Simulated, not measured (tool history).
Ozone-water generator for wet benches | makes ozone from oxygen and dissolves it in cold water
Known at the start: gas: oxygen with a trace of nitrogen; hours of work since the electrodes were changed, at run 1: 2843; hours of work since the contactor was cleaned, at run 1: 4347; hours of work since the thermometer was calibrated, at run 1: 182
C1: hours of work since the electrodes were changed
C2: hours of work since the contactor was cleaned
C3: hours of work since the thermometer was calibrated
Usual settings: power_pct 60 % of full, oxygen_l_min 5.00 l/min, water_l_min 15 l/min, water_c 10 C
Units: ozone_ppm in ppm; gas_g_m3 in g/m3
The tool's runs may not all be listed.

{"run": 1, "hour": 0.0, "power_pct": 60, "oxygen_l_min": 5.0, "water_l_min": 15, "water_c": 10, "C1": 2843, "C2": 4347, "C3": 182, "ozone_ppm": 15.2, "gas_g_m3": 114.2}
{"run": 2, "hour": 121.6, "power_pct": 60, "oxygen_l_min": 5.0, "water_l_min": 15, "water_c": 10, "C1": 2947, "C2": 4451, "C3": 286, "ozone_ppm": 15.3, "gas_g_m3": 112.7}
{"run": 3, "hour": 217.2, "power_pct": 60, "oxygen_l_min": 5.0, "water_l_min": 15, "water_c": 10, "C1": 3029, "C2": 4533, "C3": 368, "ozone_ppm": 15.5, "gas_g_m3": 111.1}
{"run": 4, "hour": 354.5, "power_pct": 66, "oxygen_l_min": 5.0, "water_l_min": 15, "water_c": 10, "C1": 3146, "C2": 4651, "C3": 485, "ozone_ppm": 16.2, "gas_g_m3": 123.6}
{"run": 5, "hour": 490.5, "power_pct": 66, "oxygen_l_min": 5.0, "water_l_min": 15, "water_c": 10, "C1": 3263, "C2": 4767, "C3": 601, "ozone_ppm": 16.2, "gas_g_m3": 121.9}
{"run": 6, "hour": 598.1, "power_pct": 66, "oxygen_l_min": 5.0, "water_l_min": 15, "water_c": 10, "C1": 3355, "C2": 4859, "C3": 693, "ozone_ppm": 16.3, "gas_g_m3": 122.1}
{"run": 7, "hour": 671.8, "power_pct": 66, "oxygen_l_min": 5.0, "water_l_min": 15, "water_c": 10, "C1": 3418, "C2": 4922, "C3": 757, "ozone_ppm": 16.1, "gas_g_m3": 121.7}
{"run": 8, "hour": 770.1, "power_pct": 66, "oxygen_l_min": 5.0, "water_l_min": 15, "water_c": 10, "C1": 3502, "C2": 5006, "C3": 841, "ozone_ppm": 16.1, "gas_g_m3": 120.1}
{"run": 9, "hour": 849.0, "power_pct": 66, "oxygen_l_min": 5.0, "water_l_min": 15, "water_c": 10, "C1": 3569, "C2": 5074, "C3": 908, "ozone_ppm": 16.2, "gas_g_m3": 121.9}
{"run": 10, "hour": 947.6, "power_pct": 66, "oxygen_l_min": 5.0, "water_l_min": 15, "water_c": 10, "C1": 3654, "C2": 5158, "C3": 992, "ozone_ppm": 15.9, "gas_g_m3": 121.2}
{"run": 11, "hour": 1026.6, "power_pct": 60, "oxygen_l_min": 2.96, "water_l_min": 15, "water_c": 10, "C1": 3721, "C2": 5226, "C3": 1060, "ozone_ppm": 15.0, "gas_g_m3": 159.4}
{"hour": 1173.6, "done": "contactor cleaned"}
{"run": 12, "hour": 1193.2, "power_pct": 60, "oxygen_l_min": 2.96, "water_l_min": 15, "water_c": 10, "C1": 3860, "C2": 17, "C3": 1199, "ozone_ppm": 16.2, "gas_g_m3": 156.5}
{"run": 13, "hour": 1318.4, "power_pct": 86, "oxygen_l_min": 2.96, "water_l_min": 15, "water_c": 10, "C1": 3968, "C2": 124, "C3": 1306, "ozone_ppm": 21.4, "gas_g_m3": 211.2}
{"run": 14, "hour": 1473.8, "power_pct": 86, "oxygen_l_min": 2.96, "water_l_min": 15, "water_c": 10, "C1": 4100, "C2": 257, "C3": 1439, "ozone_ppm": 21.2, "gas_g_m3": 207.9}
{"run": 15, "hour": 1617.6, "power_pct": 86, "oxygen_l_min": 2.96, "water_l_min": 15, "water_c": 10, "C1": 4223, "C2": 380, "C3": 1562, "ozone_ppm": 20.9, "gas_g_m3": 206.6}
{"run": 16, "hour": 1745.5, "power_pct": 60, "oxygen_l_min": 2.89, "water_l_min": 15, "water_c": 10, "C1": 4333, "C2": 489, "C3": 1672, "ozone_ppm": 15.6, "gas_g_m3": 158.5}
{"run": 17, "hour": 1896.1, "power_pct": 60, "oxygen_l_min": 5.0, "water_l_min": 15, "water_c": 10, "C1": 4462, "C2": 618, "C3": 1800, "ozone_ppm": 15.3, "gas_g_m3": 110.0}
{"run": 18, "hour": 2044.1, "power_pct": 60, "oxygen_l_min": 5.0, "water_l_min": 10, "water_c": 5, "C1": 4588, "C2": 745, "C3": 1927, "ozone_ppm": 21.7, "gas_g_m3": 109.5}
{"run": 19, "hour": 2158.6, "power_pct": 60, "oxygen_l_min": 5.0, "water_l_min": 11, "water_c": 5, "C1": 4686, "C2": 843, "C3": 2025, "ozone_ppm": 20.1, "gas_g_m3": 108.4}
{"run": 20, "hour": 2242.3, "power_pct": 60, "oxygen_l_min": 5.0, "water_l_min": 11, "water_c": 5, "C1": 4758, "C2": 914, "C3": 2097, "ozone_ppm": 20.2, "gas_g_m3": 107.0}
{"run": 21, "hour": 2317.2, "power_pct": 87, "oxygen_l_min": 5.0, "water_l_min": 18, "water_c": 5, "C1": 4822, "C2": 978, "C3": 2161, "ozone_ppm": 18.6, "gas_g_m3": 146.2}
{"run": 22, "hour": 2392.5, "power_pct": 87, "oxygen_l_min": 5.0, "water_l_min": 18, "water_c": 5, "C1": 4886, "C2": 1043, "C3": 2225, "ozone_ppm": 19.1, "gas_g_m3": 144.5}
{"run": 23, "hour": 2485.2, "power_pct": 60, "oxygen_l_min": 4.06, "water_l_min": 15, "water_c": 10, "C1": 4966, "C2": 1122, "C3": 2304, "ozone_ppm": 15.2, "gas_g_m3": 122.5}
{"run": 24, "hour": 2616.7, "power_pct": 60, "oxygen_l_min": 4.06, "water_l_min": 15, "water_c": 10, "C1": 5078, "C2": 1234, "C3": 2417, "ozone_ppm": 15.3, "gas_g_m3": 124.3}
{"run": 25, "hour": 2772.4, "power_pct": 90, "oxygen_l_min": 5.0, "water_l_min": 22, "water_c": 7, "C1": 5211, "C2": 1368, "C3": 2550, "ozone_ppm": 15.6, "gas_g_m3": 146.6}
{"run": 26, "hour": 2907.3, "power_pct": 75, "oxygen_l_min": 2.95, "water_l_min": 9, "water_c": 7, "C1": 5327, "C2": 1483, "C3": 2665, "ozone_ppm": 28.3, "gas_g_m3": 177.6}
{"run": 27, "hour": 3026.7, "power_pct": 69, "oxygen_l_min": 2.95, "water_l_min": 15, "water_c": 11, "C1": 5429, "C2": 1585, "C3": 2768, "ozone_ppm": 16.4, "gas_g_m3": 166.3}
{"run": 28, "hour": 3139.2, "power_pct": 80, "oxygen_l_min": 2.95, "water_l_min": 10, "water_c": 16, "C1": 5525, "C2": 1681, "C3": 2864, "ozone_ppm": 24.1, "gas_g_m3": 184.6}
{"run": 29, "hour": 3222.8, "power_pct": 95, "oxygen_l_min": 3.6, "water_l_min": 10, "water_c": 6, "C1": 5597, "C2": 1753, "C3": 2935, "ozone_ppm": 30.4, "gas_g_m3": 186.8}
{"run": 30, "hour": 3331.3, "power_pct": 86, "oxygen_l_min": 5.0, "water_l_min": 15, "water_c": 7, "C1": 5689, "C2": 1846, "C3": 3028, "ozone_ppm": 20.1, "gas_g_m3": 139.4}
{"hour": 3390.1, "done": "water thermometer calibrated"}
{"run": 31, "hour": 3480.2, "power_pct": 57, "oxygen_l_min": 6.13, "water_l_min": 17, "water_c": 7, "C1": 5816, "C2": 1973, "C3": 77, "ozone_ppm": 13.3, "gas_g_m3": 88.4}
{"run": 32, "hour": 3629.5, "power_pct": 65, "oxygen_l_min": 4.03, "water_l_min": 17, "water_c": 7, "C1": 5944, "C2": 2100, "C3": 205, "ozone_ppm": 14.7, "gas_g_m3": 129.1}
{"run": 33, "hour": 3715.6, "power_pct": 80, "oxygen_l_min": 4.45, "water_l_min": 15, "water_c": 14, "C1": 6018, "C2": 2174, "C3": 278, "ozone_ppm": 17.1, "gas_g_m3": 140.0}
{"run": 34, "hour": 3817.1, "power_pct": 80, "oxygen_l_min": 4.45, "water_l_min": 15, "water_c": 14, "C1": 6105, "C2": 2261, "C3": 365, "ozone_ppm": 17.3, "gas_g_m3": 138.5}

Hidden state or all else? Some run-to-run changes of ozone_ppm, split into what the settings, what came in and random variation would give without the hidden state, and what is left for the hidden state (with any gauge scatter that isn't in both results):
The hidden state here: yield of the discharge, % of new electrodes'; contactor's efficiency, % of a clean one's; true water temperature over the reading, C; drift of the gauge itself on ozone_ppm, %; drift of the gauge itself on gas_g_m3, %.
Run 25 -> 26: power_pct 90 -> 75, oxygen_l_min 5.00 -> 2.95, water_l_min 22 -> 9. ozone_ppm +12.7 ppm: hidden state -2.2, all else +14.9.
Run 26 -> 27: power_pct 75 -> 69, water_l_min 9 -> 15, water_c 7 -> 11. ozone_ppm -11.9 ppm: hidden state +2.5, all else -14.4.
Run 29 -> 30: power_pct 95 -> 86, oxygen_l_min 3.60 -> 5.00, water_l_min 10 -> 15, water_c 6 -> 7. ozone_ppm -10.3 ppm: hidden state +2.9, all else -13.2.
Run 30 -> 31: power_pct 86 -> 57, oxygen_l_min 5.00 -> 6.13, water_l_min 15 -> 17, water thermometer calibrated. ozone_ppm -6.8 ppm: hidden state +2.7, all else -9.5.
